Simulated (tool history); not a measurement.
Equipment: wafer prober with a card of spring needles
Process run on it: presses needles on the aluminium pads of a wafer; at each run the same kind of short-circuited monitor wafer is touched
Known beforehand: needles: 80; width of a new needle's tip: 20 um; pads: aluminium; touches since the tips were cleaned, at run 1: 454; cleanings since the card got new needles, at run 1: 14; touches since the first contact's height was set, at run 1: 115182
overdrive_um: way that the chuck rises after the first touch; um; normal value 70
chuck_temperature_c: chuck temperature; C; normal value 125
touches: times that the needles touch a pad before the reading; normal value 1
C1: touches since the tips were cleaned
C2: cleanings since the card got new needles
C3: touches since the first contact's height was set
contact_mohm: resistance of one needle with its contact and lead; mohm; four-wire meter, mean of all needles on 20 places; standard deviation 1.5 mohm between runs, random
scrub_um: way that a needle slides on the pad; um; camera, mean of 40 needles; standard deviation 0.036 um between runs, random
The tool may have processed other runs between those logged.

{"run": 1, "hour": 0.0, "overdrive_um": 70, "chuck_temperature_c": 125, "touches": 1, "C1": 454, "C2": 14, "C3": 115182, "contact_mohm": 147, "scrub_um": 18.11}
{"hour": 16.2, "done": "tips cleaned on abrasive film"}
{"run": 2, "hour": 16.7, "overdrive_um": 70, "chuck_temperature_c": 125, "touches": 1, "C1": 232, "C2": 15, "C3": 123428, "contact_mohm": 145, "scrub_um": 18.04}
{"hour": 32.6, "done": "tips cleaned on abrasive film"}
{"hour": 48.3, "done": "tips cleaned on abrasive film"}
{"run": 3, "hour": 48.3, "overdrive_um": 70, "chuck_temperature_c": 125, "touches": 2, "C1": 0, "C2": 17, "C3": 139045, "contact_mohm": 138, "scrub_um": 18.04}
{"hour": 64.5, "done": "tips cleaned on abrasive film"}
{"hour": 80.2, "done": "tips cleaned on abrasive film"}
{"run": 4, "hour": 80.2, "overdrive_um": 70, "chuck_temperature_c": 125, "touches": 2, "C1": 0, "C2": 19, "C3": 154834, "contact_mohm": 138, "scrub_um": 17.95}
{"hour": 97.6, "done": "tips cleaned on abrasive film"}
{"run": 5, "hour": 102.1, "overdrive_um": 75, "chuck_temperature_c": 125, "touches": 1, "C1": 2248, "C2": 20, "C3": 165667, "contact_mohm": 173, "scrub_um": 19.24}
{"hour": 113.9, "done": "tips cleaned on abrasive film"}
{"run": 6, "hour": 119.6, "overdrive_um": 75, "chuck_temperature_c": 125, "touches": 1, "C1": 2836, "C2": 21, "C3": 174296, "contact_mohm": 173, "scrub_um": 19.22}
{"hour": 130.8, "done": "tips cleaned on abrasive film"}
{"hour": 131.1, "done": "height of the first contact set anew"}
{"run": 7, "hour": 136.5, "overdrive_um": 70, "chuck_temperature_c": 125, "touches": 3, "C1": 2676, "C2": 22, "C3": 2676, "contact_mohm": 147, "scrub_um": 18.42}
{"hour": 147.9, "done": "tips cleaned on abrasive film"}
{"hour": 165.0, "done": "tips cleaned on abrasive film"}
{"run": 8, "hour": 168.3, "overdrive_um": 70, "chuck_temperature_c": 125, "touches": 3, "C1": 1611, "C2": 24, "C3": 18375, "contact_mohm": 148, "scrub_um": 18.4}
{"hour": 182.9, "done": "tips cleaned on abrasive film"}
{"hour": 198.5, "done": "tips cleaned on abrasive film"}
{"run": 9, "hour": 199.0, "overdrive_um": 70, "chuck_temperature_c": 125, "touches": 3, "C1": 265, "C2": 26, "C3": 33577, "contact_mohm": 139, "scrub_um": 18.22}
{"hour": 215.4, "done": "tips cleaned on abrasive film"}
{"hour": 230.5, "done": "tips cleaned on abrasive film"}
{"run": 10, "hour": 237.4, "overdrive_um": 70, "chuck_temperature_c": 125, "touches": 1, "C1": 3446, "C2": 28, "C3": 52586, "contact_mohm": 184, "scrub_um": 18.27}
{"hour": 246.2, "done": "tips cleaned on abrasive film"}
{"hour": 263.0, "done": "tips cleaned on abrasive film"}
{"run": 11, "hour": 277.3, "overdrive_um": 70, "chuck_temperature_c": 125, "touches": 1, "C1": 7132, "C2": 30, "C3": 72312, "contact_mohm": 209, "scrub_um": 18.2}
{"hour": 280.2, "done": "tips cleaned on abrasive film"}
{"hour": 296.1, "done": "tips cleaned on abrasive film"}
{"run": 12, "hour": 305.5, "overdrive_um": 70, "chuck_temperature_c": 125, "touches": 1, "C1": 4684, "C2": 32, "C3": 86224, "contact_mohm": 194, "scrub_um": 18.16}
{"hour": 310.9, "done": "tips cleaned on abrasive film"}
{"hour": 327.3, "done": "tips cleaned on abrasive film"}
{"run": 13, "hour": 341.9, "overdrive_um": 70, "chuck_temperature_c": 125, "touches": 1, "C1": 7278, "C2": 34, "C3": 104252, "contact_mohm": 205, "scrub_um": 18.15}
{"hour": 345.6, "done": "tips cleaned on abrasive film"}
{"run": 14, "hour": 359.0, "overdrive_um": 51, "chuck_temperature_c": 125, "touches": 1, "C1": 6660, "C2": 35, "C3": 112702, "contact_mohm": 279, "scrub_um": 13.13}
{"hour": 361.2, "done": "tips cleaned on abrasive film"}
{"hour": 377.8, "done": "tips cleaned on abrasive film"}
{"run": 15, "hour": 390.3, "overdrive_um": 50, "chuck_temperature_c": 62, "touches": 3, "C1": 6182, "C2": 37, "C3": 128149, "contact_mohm": 192, "scrub_um": 12.78}
{"hour": 393.0, "done": "tips cleaned on abrasive film"}
{"hour": 409.4, "done": "tips cleaned on abrasive film"}
{"run": 16, "hour": 422.8, "overdrive_um": 90, "chuck_temperature_c": 48, "touches": 3, "C1": 6617, "C2": 39, "C3": 144207, "contact_mohm": 135, "scrub_um": 23.31}
{"hour": 426.6, "done": "tips cleaned on abrasive film"}
{"hour": 442.2, "done": "tips cleaned on abrasive film"}
{"hour": 458.6, "done": "tips cleaned on abrasive film"}
{"run": 17, "hour": 460.8, "overdrive_um": 70, "chuck_temperature_c": 35, "touches": 1, "C1": 1058, "C2": 42, "C3": 162959, "contact_mohm": 140, "scrub_um": 17.92}
{"hour": 475.4, "done": "tips cleaned on abrasive film"}
{"hour": 491.8, "done": "tips cleaned on abrasive film"}
{"hour": 495.0, "done": "height of the first contact set anew"}
{"run": 18, "hour": 500.1, "overdrive_um": 70, "chuck_temperature_c": 35, "touches": 1, "C1": 3970, "C2": 44, "C3": 2557, "contact_mohm": 191, "scrub_um": 18.38}
{"hour": 507.3, "done": "tips cleaned on abrasive film"}
{"hour": 524.9, "done": "tips cleaned on abrasive film"}
{"run": 19, "hour": 528.0, "overdrive_um": 62, "chuck_temperature_c": 108, "touches": 3, "C1": 1499, "C2": 46, "C3": 16304, "contact_mohm": 153, "scrub_um": 16.27}
{"hour": 540.7, "done": "tips cleaned on abrasive film"}
{"run": 20, "hour": 552.9, "overdrive_um": 88, "chuck_temperature_c": 110, "touches": 1, "C1": 6066, "C2": 47, "C3": 28658, "contact_mohm": 176, "scrub_um": 23.06}
{"hour": 557.6, "done": "tips cleaned on abrasive film"}
{"hour": 574.9, "done": "tips cleaned on abrasive film"}
{"run": 21, "hour": 577.7, "overdrive_um": 69, "chuck_temperature_c": 60, "touches": 1, "C1": 1384, "C2": 49, "C3": 40870, "contact_mohm": 162, "scrub_um": 18.01}
{"hour": 591.2, "done": "tips cleaned on abrasive film"}
{"run": 22, "hour": 605.2, "overdrive_um": 70, "chuck_temperature_c": 46, "touches": 2, "C1": 6965, "C2": 50, "C3": 54537, "contact_mohm": 174, "scrub_um": 18.27}
{"hour": 607.0, "done": "tips cleaned on abrasive film"}
{"hour": 623.3, "done": "tips cleaned on abrasive film"}
{"hour": 638.5, "done": "tips cleaned on abrasive film"}
{"run": 23, "hour": 646.1, "overdrive_um": 77, "chuck_temperature_c": 105, "touches": 1, "C1": 3766, "C2": 53, "C3": 74722, "contact_mohm": 176, "scrub_um": 20.0}
{"hour": 653.6, "done": "tips cleaned on abrasive film"}
{"hour": 669.3, "done": "tips cleaned on abrasive film"}
{"run": 24, "hour": 670.0, "overdrive_um": 70, "chuck_temperature_c": 49, "touches": 2, "C1": 377, "C2": 55, "C3": 86525, "contact_mohm": 136, "scrub_um": 18.16}
{"hour": 685.5, "done": "tips cleaned on abrasive film"}
{"hour": 702.4, "done": "tips cleaned on abrasive film"}
{"run": 25, "hour": 703.1, "overdrive_um": 59, "chuck_temperature_c": 73, "touches": 1, "C1": 345, "C2": 57, "C3": 102849, "contact_mohm": 156, "scrub_um": 15.19}
{"hour": 718.6, "done": "tips cleaned on abrasive film"}
{"hour": 734.6, "done": "tips cleaned on abrasive film"}
{"run": 26, "hour": 734.6, "overdrive_um": 70, "chuck_temperature_c": 64, "touches": 1, "C1": 0, "C2": 59, "C3": 118431, "contact_mohm": 134, "scrub_um": 18.04}
{"hour": 752.1, "done": "tips cleaned on abrasive film"}
{"run": 27, "hour": 756.7, "overdrive_um": 70, "chuck_temperature_c": 64, "touches": 1, "C1": 2282, "C2": 60, "C3": 129384, "contact_mohm": 170, "scrub_um": 17.99}
{"hour": 768.6, "done": "tips cleaned on abrasive film"}
{"hour": 785.5, "done": "tips cleaned on abrasive film"}
{"run": 28, "hour": 786.4, "overdrive_um": 81, "chuck_temperature_c": 73, "touches": 1, "C1": 464, "C2": 62, "C3": 144052, "contact_mohm": 138, "scrub_um": 20.84}

Consider 3 possible next runs. They are alternatives, not a sequence: every one starts from the tool as it was left by run 28. What does each give?
{"hour": 803.2, "done": "tips cleaned on abrasive film"}
{"hour": 820.0, "done": "tips cleaned on abrasive film"}
{"run": "A", "hour": 820.6, "overdrive_um": 67, "chuck_temperature_c": 60, "touches": 3, "C1": 289, "C2": 64, "C3": 160973, "contact_mohm": "?", "scrub_um": "?"}
{"hour": 803.2, "done": "tips cleaned on abrasive film"}
{"hour": 820.0, "done": "tips cleaned on abrasive film"}
{"run": "B", "hour": 820.6, "overdrive_um": 66, "chuck_temperature_c": 31, "touches": 3, "C1": 289, "C2": 64, "C3": 160973, "contact_mohm": "?", "scrub_um": "?"}
{"hour": 803.2, "done": "tips cleaned on abrasive film"}
{"hour": 820.0, "done": "tips cleaned on abrasive film"}
{"run": "C", "hour": 820.6, "overdrive_um": 84, "chuck_temperature_c": 57, "touches": 1, "C1": 289, "C2": 64, "C3": 160973, "contact_mohm": "?", "scrub_um": "?"}

run=A contact_mohm=133 scrub_um=17.14
run=B contact_mohm=128 scrub_um=16.87
run=C contact_mohm=134 scrub_um=21.64
Without the tool's hidden state the same runs would have given:
run=A contact_mohm=123 scrub_um=17.62
run=B contact_mohm=118 scrub_um=17.35
run=C contact_mohm=119 scrub_um=22.12
